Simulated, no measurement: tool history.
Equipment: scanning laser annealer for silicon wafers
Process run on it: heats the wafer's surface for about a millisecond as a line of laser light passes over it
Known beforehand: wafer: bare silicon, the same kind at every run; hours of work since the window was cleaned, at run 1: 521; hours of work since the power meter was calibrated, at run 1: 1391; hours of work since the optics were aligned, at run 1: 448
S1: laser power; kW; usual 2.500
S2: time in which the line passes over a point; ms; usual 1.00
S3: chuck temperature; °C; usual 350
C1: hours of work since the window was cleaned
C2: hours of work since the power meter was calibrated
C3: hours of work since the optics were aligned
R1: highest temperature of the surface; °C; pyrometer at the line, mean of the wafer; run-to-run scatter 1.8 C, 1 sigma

run    hour     S1    S2   S3   C1    C2   C3    R1
  1     0.0  2.500  1.00  350  521  1391  448  1037
  2    55.4  2.429  1.00  350  552  1423  480  1019
       61.8  -- window over the wafer cleaned
  3   105.7  2.446  1.00  350   25  1450  507  1061
  4   144.1  2.446  1.00  350   47  1472  529  1061
  5   196.9  2.500  1.00  390   77  1502  559  1113
  6   257.6  2.500  1.00  350  111  1536  594  1069
  7   312.9  2.500  1.00  350  143  1568  625  1065
  8   360.8  2.500  1.00  350  170  1595  652  1063
  9   408.7  2.500  1.00  350  197  1622  680  1061
 10   462.7  2.500  1.00  350  228  1653  710  1058
 11   519.0  2.243  1.00  350  260  1685  742   984
 12   569.1  2.243  1.00  350  289  1714  771   982
 13   620.3  2.500  1.00  350  318  1743  800  1052
 14   691.0  2.500  1.00  350  358  1783  840  1051
 15   743.0  2.500  0.98  350  388  1813  870  1039
 16   797.5  2.500  1.00  350  419  1844  901  1045
 17   838.7  2.500  1.00  350  442  1867  924  1042
 18   894.1  2.500  1.00  350  474  1899  956  1041
 19   930.2  2.500  1.00  350  494  1919  976  1042
      941.4  -- optics aligned, line set to its width
 20   990.4  2.279  1.00  350  526  1951   28   978
     1041.4  -- window over the wafer cleaned
 21  1041.4  2.500  0.91  350    0  1978   56  1035
 22  1097.1  2.656  0.70  381   32  2010   87   999
 23  1154.6  2.375  1.15  311   64  2043  120  1053
 24  1201.2  2.500  0.81  320   91  2069  147   952
 25  1234.4  2.500  1.25  375  110  2088  166  1192
     1278.0  -- optics aligned, line set to its width, once more
 26  1284.3  2.372  1.09  352  135  2114    4  1072
 27  1320.8  2.372  1.02  358  156  2135   24  1049
 28  1354.7  2.555  1.00  367  175  2154   44  1098
 29  1383.3  2.555  1.00  338  192  2170   60  1070
 30  1429.5  2.500  1.25  350  218  2196   86  1167
 31  1499.3  2.325  1.25  355  258  2236  126  1109
 32  1553.6  2.325  1.25  355  289  2267  157  1107
 33  1614.8  2.380  0.82  344  323  2302  192   941
 34  1678.1  2.675  0.97  314  359  2338  228  1054
 35  1738.5  2.500  1.13  357  394  2372  262  1112
 36  1769.7  2.500  0.91  350  412  2390  280  1009
 37  1813.8  2.500  1.21  325  437  2415  305  1108
 38  1879.6  2.500  1.21  325  474  2453  342  1106
 39  1928.8  2.500  1.21  325  502  2481  370  1100
 40  1977.4  2.232  0.96  389  530  2508  398   993

Measured less the same run without the tool's hidden state. The same run-to-run variation is in both; the gauge's scatter may not be:
The hidden state here: light that passes the window, % of a clean one's; laser's true power over the reading, %; width of the line over the set one, %; drift of the gauge itself on peak_c, C.
run   R1
  1  -43
  2  -44
  3   -5
  4   -7
  5  -10
  6  -12
  7  -15
  8  -17
  9  -19
 10  -21
 11  -21
 12  -23
 13  -28
 14  -31
 15  -33
 16  -36
 17  -38
 18  -40
 19  -43
 20  -42
 21   -8
 22   -8
 23  -13
 24  -13
 25  -19
 26  -11
 27  -11
 28  -14
 29  -15
 30  -19
 31  -22
 32  -24
 33  -22
 34  -30
 35  -33
 36  -30
 37  -38
 38  -41
 39  -44
 40  -37
